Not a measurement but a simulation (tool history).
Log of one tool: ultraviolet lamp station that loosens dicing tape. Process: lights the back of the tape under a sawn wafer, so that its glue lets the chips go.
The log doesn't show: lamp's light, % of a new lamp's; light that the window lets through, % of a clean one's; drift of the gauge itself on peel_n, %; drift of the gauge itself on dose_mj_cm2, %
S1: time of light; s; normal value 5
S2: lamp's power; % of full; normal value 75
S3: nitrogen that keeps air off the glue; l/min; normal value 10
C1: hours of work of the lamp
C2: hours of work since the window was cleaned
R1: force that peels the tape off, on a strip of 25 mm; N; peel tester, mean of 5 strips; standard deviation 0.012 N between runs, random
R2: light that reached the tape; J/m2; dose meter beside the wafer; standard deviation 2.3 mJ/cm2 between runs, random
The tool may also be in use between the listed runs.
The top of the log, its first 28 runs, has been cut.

run,hour,S1,S2,S3,C1,C2,R1,R2
29,342.1,4,89,5,696,327,1.019,2240
30,358.3,3,89,5,707,338,1.498,1730
# hour 372.2: window cleaned of glue's vapour
31,372.4,6,83,13,716,0,0.235,3200
32,380.2,6,83,13,721,5,0.249,3180
33,395,6,83,13,731,16,0.236,3170
34,403.4,6,83,13,737,21,0.244,3220
35,413.2,2,83,8,744,28,1.959,1050
36,430.3,5,75,20,756,40,0.331,2400
37,442.5,5,75,20,764,48,0.341,2410
38,458.1,5,75,20,775,59,0.337,2390
39,468.3,3,80,16,782,66,0.964,1490
40,485,2,75,10,793,77,1.949,950
41,495.1,2,95,14,800,84,1.422,1190
42,504.1,3,92,18,806,90,0.717,1740
43,517.5,3,92,18,815,99,0.711,1770
44,527.1,5,91,18,822,106,0.216,2900
45,543.1,5,60,5,833,117,1.305,1910

Here are 3 independent what-if runs from the current tool condition. What would each one return?
A,557.8,5,75,3,843,127,?,?
B,557.8,5,60,17,843,127,?,?
C,557.8,4,97,7,843,127,?,?

run,R1,R2
A,1.284,2370
B,0.611,1910
C,0.695,2500
Had the tool no hidden state, the same runs would have come out as:
run,R1,R2
A,1.277,2380
B,0.606,1920
C,0.689,2510
